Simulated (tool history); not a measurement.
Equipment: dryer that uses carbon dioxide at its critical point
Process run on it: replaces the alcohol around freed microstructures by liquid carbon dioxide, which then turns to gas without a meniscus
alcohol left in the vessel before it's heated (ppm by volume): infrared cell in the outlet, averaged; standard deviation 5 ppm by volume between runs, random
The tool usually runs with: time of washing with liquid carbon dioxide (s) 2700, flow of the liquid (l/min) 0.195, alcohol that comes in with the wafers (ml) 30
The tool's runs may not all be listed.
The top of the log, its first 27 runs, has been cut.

| run | hour | time of washing with liquid carbon dioxide (s) | flow of the liquid (l/min) | alcohol that comes in with the wafers (ml) | hours of work since the filter was changed | hours of work since the purifier's bed was changed | alcohol left in the vessel before it's heated (ppm by volume) |
|---|---|---|---|---|---|---|---|
| 28 | 867.9 | 1860 | 0.123 | 66 | 39 | 302 | 2058 |
| 29 | 892.9 | 4260 | 0.316 | 88 | 47 | 310 | 60 |
| 30 | 917.5 | 2160 | 0.145 | 59 | 56 | 319 | 567 |
| 31 | 945.6 | 3060 | 0.143 | 96 | 66 | 328 | 188 |
| 32 | 966.0 | 2040 | 0.211 | 96 | 73 | 336 | 196 |
| 33 | 994.3 | 2700 | 0.293 | 48 | 82 | 345 | 64 |
| 34 | 1038.0 | 2700 | 0.293 | 48 | 98 | 361 | 71 |
| 35 | 1079.3 | 2700 | 0.293 | 48 | 112 | 375 | 71 |
| 36 | 1124.5 | 1980 | 0.246 | 57 | 128 | 391 | 116 |
| 37 | 1159.8 | 2700 | 0.195 | 108 | 140 | 403 | 122 |
| 38 | 1198.1 | 2700 | 0.227 | 63 | 153 | 416 | 76 |
| 39 | 1220.6 | 3600 | 0.227 | 109 | 161 | 424 | 69 |
|  | 1229.6 | inlet filter changed |
| 40 | 1261.9 | 3600 | 0.227 | 109 | 11 | 438 | 70 |
| 41 | 1301.3 | 2880 | 0.195 | 30 | 25 | 452 | 77 |
| 42 | 1329.6 | 1920 | 0.166 | 32 | 35 | 461 | 308 |
| 43 | 1349.7 | 1920 | 0.195 | 30 | 42 | 468 | 171 |
| 44 | 1371.9 | 1920 | 0.195 | 30 | 49 | 476 | 179 |
| 45 | 1390.7 | 2700 | 0.290 | 30 | 56 | 483 | 83 |
| 46 | 1419.2 | 2700 | 0.195 | 30 | 66 | 492 | 89 |
| 47 | 1464.1 | 2700 | 0.195 | 30 | 81 | 508 | 107 |

Forecast each of these 3 alternatives for the next run:
| A | 1501.2 | 2700 | 0.195 | 25 | 94 | 521 | ? |
| B | 1501.2 | 2700 | 0.195 | 30 | 94 | 521 | ? |
| C | 1501.2 | 2760 | 0.162 | 44 | 94 | 521 | ? |

| run | alcohol left in the vessel before it's heated (ppm by volume) |
|---|---|
| A | 103 |
| B | 103 |
| C | 152 |
With the hidden condition removed and each run's random variation left untouched, the same runs would have given:
| run | alcohol left in the vessel before it's heated (ppm by volume) |
|---|---|
| A | 13 |
| B | 11 |
| C | 39 |
